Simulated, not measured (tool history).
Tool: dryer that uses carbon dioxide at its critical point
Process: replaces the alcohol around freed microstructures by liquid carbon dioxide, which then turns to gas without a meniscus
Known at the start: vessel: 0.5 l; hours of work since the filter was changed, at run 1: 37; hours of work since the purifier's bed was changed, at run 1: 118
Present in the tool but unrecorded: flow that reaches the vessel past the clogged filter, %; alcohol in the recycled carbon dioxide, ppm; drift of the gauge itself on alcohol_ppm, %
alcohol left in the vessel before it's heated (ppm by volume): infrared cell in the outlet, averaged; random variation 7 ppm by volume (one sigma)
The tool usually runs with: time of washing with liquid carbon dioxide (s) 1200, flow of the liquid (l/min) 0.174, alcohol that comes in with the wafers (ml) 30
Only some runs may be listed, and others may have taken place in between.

run   hour  time of washing with liquid carbon dioxide (s)  flow of the liquid (l/min)  alcohol that comes in with the wafers (ml)  hours of work since the filter was changed  hours of work since the purifier's bed was changed  alcohol left in the vessel before it's heated (ppm by volume)
  1      0                                            1200                       0.174                                          30                                          37                                                 118                                                            371
  2   25.6                                            1200                       0.174                                          30                                          45                                                 127                                                            389
  3   49.8                                            1200                       0.174                                          30                                          54                                                 135                                                            386
  4     79                                             900                       0.174                                          30                                          63                                                 145                                                           1304
  5  106.1                                            1740                       0.174                                          30                                          73                                                 154                                                             83
  6  120.9                                            1200                       0.174                                          30                                          78                                                 159                                                            408
  7  141.9                                             780                       0.174                                          30                                          85                                                 166                                                           2224
  8    163                                             780                       0.174                                          30                                          92                                                 173                                                           2142
  9  178.7                                            1200                       0.229                                          30                                          97                                                 178                                                            131
 10  196.4                                            1200                       0.229                                          30                                         103                                                 184                                                            128
 11  211.9                                            1200                       0.229                                          30                                         108                                                 190                                                            124
 12  226.1                                            1620                       0.108                                          97                                         113                                                 194                                                           2972
 13  238.6                                            1620                       0.115                                          76                                         117                                                 199                                                           1792
 14  267.1                                            1440                       0.107                                          30                                         127                                                 208                                                           1576
 15  294.1                                             840                       0.109                                          39                                         136                                                 217                                                           8903
 16  312.7                                            1380                       0.185                                          24                                         142                                                 224                                                            156

Run 17 comes next. What will it give?
 17  336.5                                            1380                       0.185                                          24                                         150                                                 232                                                              ?

Run 17 came out at alcohol left in the vessel before it's heated (ppm by volume) 166.
Take away the tool's hidden state, keep the run-to-run variation as it was, and the same run would have given alcohol left in the vessel before it's heated (ppm by volume) 84.
